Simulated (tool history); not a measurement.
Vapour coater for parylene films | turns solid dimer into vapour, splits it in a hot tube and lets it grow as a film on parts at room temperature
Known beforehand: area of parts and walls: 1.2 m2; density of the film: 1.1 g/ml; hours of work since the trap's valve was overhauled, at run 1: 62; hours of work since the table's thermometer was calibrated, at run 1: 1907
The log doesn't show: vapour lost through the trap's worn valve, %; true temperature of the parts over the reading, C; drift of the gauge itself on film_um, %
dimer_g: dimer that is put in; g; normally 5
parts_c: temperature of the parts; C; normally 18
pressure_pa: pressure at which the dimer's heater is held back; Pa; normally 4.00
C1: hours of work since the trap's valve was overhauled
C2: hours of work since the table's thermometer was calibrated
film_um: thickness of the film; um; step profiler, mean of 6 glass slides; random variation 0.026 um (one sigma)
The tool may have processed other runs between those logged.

Run 1, hour 0.0: usual settings; C1 62; C2 1907. Result: film_um 1.99 um.
At hour 22.9: table's thermometer calibrated.
Run 2, hour 59.7: usual settings; C1 104; C2 26. Result: film_um 1.98 um.
Run 3, hour 94.9: usual settings but dimer_g 3 g; C1 129; C2 52. Result: film_um 1.14 um.
Run 4, hour 169.2: usual settings but dimer_g 3 g; C1 183; C2 105. Result: film_um 1.10 um.
Run 5, hour 238.3: usual settings but dimer_g 3 g, parts_c 15 C; C1 232; C2 154. Result: film_um 1.20 um.
Run 6, hour 308.1: usual settings but dimer_g 6 g, parts_c 15 C; C1 282; C2 204. Result: film_um 2.38 um.
At hour 319.4: trap's valve overhauled.
At hour 330.4: table's thermometer calibrated, once more.
Run 7, hour 382.4: usual settings but dimer_g 6 g, parts_c 15 C; C1 44; C2 37. Result: film_um 2.51 um.
Run 8, hour 460.9: usual settings but dimer_g 6 g, parts_c 15 C; C1 101; C2 93. Result: film_um 2.50 um.
Run 9, hour 531.3: usual settings but dimer_g 6 g, parts_c 15 C; C1 151; C2 144. Result: film_um 2.47 um.
Run 10, hour 570.3: usual settings but dimer_g 6 g, parts_c 15 C; C1 179; C2 172. Result: film_um 2.36 um.
Run 11, hour 648.7: usual settings but dimer_g 6 g, parts_c 15 C; C1 235; C2 228. Result: film_um 2.35 um.
At hour 724.5: trap's valve overhauled.
Run 12, hour 725.7: usual settings but dimer_g 6 g, parts_c 15 C; C1 1; C2 280. Result: film_um 2.64 um.
Run 13, hour 767.5: usual settings but dimer_g 8 g, parts_c 11 C, pressure_pa 3.29 Pa; C1 31; C2 310. Result: film_um 3.96 um.
Run 14, hour 828.0: usual settings but dimer_g 8 g, parts_c 11 C, pressure_pa 3.29 Pa; C1 74; C2 353. Result: film_um 3.90 um.
Run 15, hour 887.7: usual settings but dimer_g 3 g, parts_c 24 C, pressure_pa 3.74 Pa; C1 117; C2 396. Result: film_um 1.02 um.
Run 16, hour 952.3: usual settings but dimer_g 7 g, parts_c 12 C; C1 163; C2 442. Result: film_um 3.13 um.
Run 17, hour 991.8: usual settings but dimer_g 7 g, parts_c 24 C, pressure_pa 10.96 Pa; C1 191; C2 471. Result: film_um 1.86 um.
Run 18, hour 1034.6: usual settings but dimer_g 7 g, parts_c 24 C, pressure_pa 10.96 Pa; C1 222; C2 501. Result: film_um 1.81 um.
Run 19, hour 1099.6: usual settings but dimer_g 6 g, parts_c 13 C, pressure_pa 5.75 Pa; C1 269; C2 548. Result: film_um 2.34 um.
At hour 1132.4: trap's valve overhauled.
Run 20, hour 1175.9: usual settings but dimer_g 4 g, parts_c 10 C, pressure_pa 2.91 Pa; C1 31; C2 600. Result: film_um 2.11 um.
Run 21, hour 1239.8: usual settings but dimer_g 4 g, parts_c 10 C, pressure_pa 5.63 Pa; C1 77; C2 645. Result: film_um 1.78 um.
Run 22, hour 1280.1: usual settings but dimer_g 4 g, parts_c 10 C, pressure_pa 5.63 Pa; C1 106; C2 674. Result: film_um 1.79 um.
Run 23, hour 1338.9: usual settings but dimer_g 4 g, parts_c 25 C, pressure_pa 5.55 Pa; C1 148; C2 716. Result: film_um 1.22 um.
Run 24, hour 1377.4: usual settings but dimer_g 4 g, parts_c 25 C, pressure_pa 5.55 Pa; C1 175; C2 744. Result: film_um 1.17 um.

Selected run-to-run steps in film_um, each split into two signed amounts: the part the tool would show with no hidden state at all (from settings, incoming material and random variation), and the remainder, which goes to the hidden state together with any gauge scatter not common to the measured and the hidden-state-free results:
Run 11 -> 12: trap's valve overhauled. film_um +0.29 um: hidden state +0.25, all else +0.04.
Run 14 -> 15: dimer_g 8 -> 3, parts_c 11 -> 24, pressure_pa 3.29 -> 3.74. film_um -2.88 um: hidden state +0.05, all else -2.93.
Run 15 -> 16: dimer_g 3 -> 7, parts_c 24 -> 12, pressure_pa 3.74 -> 4.00. film_um +2.11 um: hidden state -0.15, all else +2.26.
Run 19 -> 20: dimer_g 6 -> 4, parts_c 13 -> 10, pressure_pa 5.75 -> 2.91, trap's valve overhauled. film_um -0.23 um: hidden state +0.25, all else -0.48.

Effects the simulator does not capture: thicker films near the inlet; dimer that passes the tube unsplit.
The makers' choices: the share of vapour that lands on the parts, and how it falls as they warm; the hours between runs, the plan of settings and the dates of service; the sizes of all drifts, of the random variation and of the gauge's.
